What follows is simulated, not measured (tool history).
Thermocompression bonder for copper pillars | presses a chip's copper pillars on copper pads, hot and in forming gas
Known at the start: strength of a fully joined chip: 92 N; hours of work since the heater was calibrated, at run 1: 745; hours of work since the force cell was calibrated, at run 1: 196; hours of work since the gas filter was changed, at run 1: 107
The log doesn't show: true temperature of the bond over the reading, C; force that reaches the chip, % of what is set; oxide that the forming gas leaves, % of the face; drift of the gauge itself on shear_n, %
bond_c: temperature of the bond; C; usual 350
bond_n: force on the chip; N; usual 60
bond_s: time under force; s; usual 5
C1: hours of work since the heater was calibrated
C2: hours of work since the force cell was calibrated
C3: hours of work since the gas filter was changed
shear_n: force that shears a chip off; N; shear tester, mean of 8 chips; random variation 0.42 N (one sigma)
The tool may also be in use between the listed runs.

run 1 hour=0 | bond_c=350 bond_n=60 bond_s=5 | C1=745 C2=196 C3=107 | shear_n=60.5
run 2 hour=23 | bond_c=350 bond_n=60 bond_s=5 | C1=756 C2=206 C3=118 | shear_n=60.1
run 3 hour=35 | bond_c=350 bond_n=60 bond_s=3 | C1=761 C2=212 C3=123 | shear_n=52.3
run 4 hour=52.9 | bond_c=350 bond_n=60 bond_s=3 | C1=770 C2=220 C3=131 | shear_n=51.7
run 5 hour=72.5 | bond_c=350 bond_n=60 bond_s=3 | C1=779 C2=229 C3=140 | shear_n=51.6
run 6 hour=83.8 | bond_c=350 bond_n=60 bond_s=3 | C1=784 C2=234 C3=146 | shear_n=51.8
run 7 hour=101.7 | bond_c=350 bond_n=60 bond_s=3 | C1=792 C2=242 C3=154 | shear_n=51.4
run 8 hour=122.1 | bond_c=350 bond_n=60 bond_s=3 | C1=801 C2=251 C3=163 | shear_n=51.6
run 9 hour=134.9 | bond_c=350 bond_n=60 bond_s=3 | C1=807 C2=257 C3=169 | shear_n=51.6
run 10 hour=146.2 | bond_c=350 bond_n=60 bond_s=3 | C1=812 C2=262 C3=174 | shear_n=51.3
run 11 hour=168.2 | bond_c=350 bond_n=60 bond_s=5 | C1=822 C2=272 C3=184 | shear_n=59.1
run 12 hour=189.4 | bond_c=350 bond_n=60 bond_s=5 | C1=832 C2=282 C3=194 | shear_n=59
run 13 hour=201.7 | bond_c=356 bond_n=60 bond_s=5 | C1=838 C2=288 C3=199 | shear_n=62
run 14 hour=213.2 | bond_c=356 bond_n=60 bond_s=5 | C1=843 C2=293 C3=205 | shear_n=61.8
run 15 hour=231.8 | bond_c=356 bond_n=60 bond_s=5 | C1=851 C2=301 C3=213 | shear_n=62
run 16 hour=244.2 | bond_c=356 bond_n=59 bond_s=5 | C1=857 C2=307 C3=219 | shear_n=61.4
run 17 hour=257.8 | bond_c=349 bond_n=58 bond_s=4 | C1=863 C2=313 C3=225 | shear_n=53.8
run 18 hour=271.5 | bond_c=374 bond_n=60 bond_s=5 | C1=869 C2=320 C3=231 | shear_n=68.7
run 19 hour=282.2 | bond_c=327 bond_n=56 bond_s=5 | C1=874 C2=324 C3=236 | shear_n=48.1
run 20 hour=298.5 | bond_c=327 bond_n=56 bond_s=5 | C1=882 C2=332 C3=244 | shear_n=47.3
-- hour=303.8 forming gas filter changed
run 21 hour=309.2 | bond_c=345 bond_n=74 bond_s=10 | C1=886 C2=337 C3=2 | shear_n=75.4

4 ways to go on from here, each from the tool as it stands after run 21. What would each give?
run A hour=328.5 | bond_c=345 bond_n=50 bond_s=5 | C1=895 C2=345 C3=11 | shear_n=?
run B hour=328.5 | bond_c=362 bond_n=73 bond_s=6 | C1=895 C2=345 C3=11 | shear_n=?
run C hour=328.5 | bond_c=327 bond_n=59 bond_s=10 | C1=895 C2=345 C3=11 | shear_n=?
run D hour=328.5 | bond_c=347 bond_n=38 bond_s=4 | C1=895 C2=345 C3=11 | shear_n=?

run=A shear_n=52.8
run=B shear_n=72.7
run=C shear_n=61.4
run=D shear_n=43.2
Without the tool's hidden state the same runs would have given:
run=A shear_n=57.1
run=B shear_n=76.2
run=C shear_n=65.9
run=D shear_n=47.2

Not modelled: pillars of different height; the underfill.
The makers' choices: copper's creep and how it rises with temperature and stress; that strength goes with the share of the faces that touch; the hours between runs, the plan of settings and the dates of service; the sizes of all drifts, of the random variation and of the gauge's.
